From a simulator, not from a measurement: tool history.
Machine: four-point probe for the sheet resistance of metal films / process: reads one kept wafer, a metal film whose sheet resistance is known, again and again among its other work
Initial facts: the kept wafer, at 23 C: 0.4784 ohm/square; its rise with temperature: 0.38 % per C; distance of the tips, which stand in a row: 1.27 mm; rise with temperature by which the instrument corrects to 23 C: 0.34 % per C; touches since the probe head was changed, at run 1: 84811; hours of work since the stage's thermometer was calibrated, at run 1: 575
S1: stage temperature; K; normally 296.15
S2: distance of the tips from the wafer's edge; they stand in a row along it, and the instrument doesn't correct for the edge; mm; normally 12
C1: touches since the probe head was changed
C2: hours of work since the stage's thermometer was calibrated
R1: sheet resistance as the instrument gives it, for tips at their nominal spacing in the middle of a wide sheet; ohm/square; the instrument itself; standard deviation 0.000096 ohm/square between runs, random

Run 1, hour 0: usual settings; C1 84811; C2 575. Result: R1 0.475735 ohm/square.
Run 2, hour 20: usual settings; C1 85519; C2 584. Result: R1 0.475695 ohm/square.
Run 3, hour 47.2: usual settings; C1 86482; C2 597. Result: R1 0.475587 ohm/square.
Run 4, hour 63.5: usual settings; C1 87061; C2 604. Result: R1 0.475783 ohm/square.
Run 5, hour 80.2: usual settings but S1 308.15 K; C1 87652; C2 612. Result: R1 0.478155 ohm/square.
Run 6, hour 100.3: usual settings but S1 308.15 K; C1 88364; C2 621. Result: R1 0.477912 ohm/square.
Run 7, hour 117.8: usual settings but S1 308.15 K; C1 88983; C2 629. Result: R1 0.478095 ohm/square.
Run 8, hour 149.1: usual settings but S1 308.15 K; C1 90090; C2 643. Result: R1 0.478156 ohm/square.
Run 9, hour 176.5: usual settings but S1 308.15 K; C1 91062; C2 656. Result: R1 0.478051 ohm/square.
Run 10, hour 204.4: usual settings but S1 301.15 K, S2 14 mm; C1 92049; C2 669. Result: R1 0.475637 ohm/square.
Run 11, hour 236.5: usual settings but S1 299.15 K, S2 10 mm; C1 93186; C2 683. Result: R1 0.477074 ohm/square.
Run 12, hour 254.4: usual settings but S1 297.15 K; C1 93823; C2 691. Result: R1 0.475387 ohm/square.
Run 13, hour 269.8: usual settings but S1 293.15 K; C1 94368; C2 698. Result: R1 0.474432 ohm/square.
Run 14, hour 283.6: usual settings but S1 293.15 K; C1 94855; C2 705. Result: R1 0.474482 ohm/square.
Run 15, hour 299.1: usual settings but S1 293.15 K; C1 95405; C2 712. Result: R1 0.474458 ohm/square.
Run 16, hour 330.2: usual settings but S1 303.15 K, S2 25 mm; C1 96507; C2 726. Result: R1 0.474307 ohm/square.
Run 17, hour 362.7: usual settings but S1 303.15 K, S2 25 mm; C1 97658; C2 741. Result: R1 0.474327 ohm/square.

Here are 4 independent what-if runs from the current tool condition. What would each one return?
Run A, hour 382.4: usual settings but S1 293.15 K; C1 98355; C2 750. Result: R1 ?.
Run B, hour 382.4: usual settings but S1 297.15 K, S2 14 mm; C1 98355; C2 750. Result: R1 ?.
Run C, hour 382.4: usual settings but S2 32 mm; C1 98355; C2 750. Result: R1 ?.
Run D, hour 382.4: usual settings but S1 295.15 K, S2 6 mm; C1 98355; C2 750. Result: R1 ?.

run        R1
  A  0.474312
  B   0.47433
  C   0.47253
  D  0.482802
With no hidden state in the tool, these same runs would have given:
run        R1
  A  0.480692
  B  0.480704
  C  0.478883
  D  0.489284
